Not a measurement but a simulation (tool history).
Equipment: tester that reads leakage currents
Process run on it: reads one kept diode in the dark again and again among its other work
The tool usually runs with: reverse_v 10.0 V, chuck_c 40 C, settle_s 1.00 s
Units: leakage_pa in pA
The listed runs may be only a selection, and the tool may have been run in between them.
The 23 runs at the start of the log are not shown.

run    hour  reverse_v  chuck_c  settle_s  hours of work since the probe card was cleaned  hours of work since the tester was calibrated  hours of work since the chuck was calibrated  leakage_pa
 24  1345.9        9.3       46      0.43                                             730                                           2469                                           188     1459.76
 25  1416.0        5.5       44      1.92                                             786                                           2524                                           243      995.27
 26  1477.4        1.2       24      1.92                                             834                                           2573                                           292       94.22
 27  1551.9        1.2       24      1.92                                             893                                           2632                                           351       93.48
 28  1622.3        1.2       24      1.92                                             949                                           2688                                           407       92.16
 29  1696.3       16.5       59      1.86                                            1008                                           2746                                           465     4770.90
 30  1736.5       16.5       59      1.86                                            1039                                           2778                                           497     4744.65
 31  1771.6       13.1       26      0.33                                            1067                                           2806                                           525      281.42
 32  1817.2       13.1       26      0.33                                            1103                                           2842                                           561      280.42
 33  1889.6        4.3       26      0.62                                            1161                                           2899                                           619      175.02
 34  1968.8        9.2       33      2.51                                            1224                                           2962                                           681      438.31
 35  2012.9        9.2       47      1.00                                            1258                                           2997                                           716     1413.54
 36  2060.1        9.2       47      1.00                                            1296                                           3034                                           754     1412.46
 37  2118.3        2.5       47      8.93                                            1342                                           3081                                           800      846.24
 38  2194.0        2.5       47      8.93                                            1402                                           3141                                           860      839.18
     2215.0  -- chuck's temperature calibrated
 39  2238.7        4.9       47      5.92                                            1436                                           3174                                            19     1287.72

Predict each of these 3 candidate next runs independently; none follows another, all start after run 39:
  A  2320.6       15.5       28      5.92                                            1501                                           3239                                            84           ?
  B  2320.6        5.2       37      3.68                                            1501                                           3239                                            84           ?
  C  2320.6        4.9       35      5.92                                            1501                                           3239                                            84           ?

run  leakage_pa
  A      397.33
  B      568.31
  C      467.42
Had the tool no hidden state, the same runs would have come out as:
run  leakage_pa
  A      394.64
  B      577.34
  C      474.47

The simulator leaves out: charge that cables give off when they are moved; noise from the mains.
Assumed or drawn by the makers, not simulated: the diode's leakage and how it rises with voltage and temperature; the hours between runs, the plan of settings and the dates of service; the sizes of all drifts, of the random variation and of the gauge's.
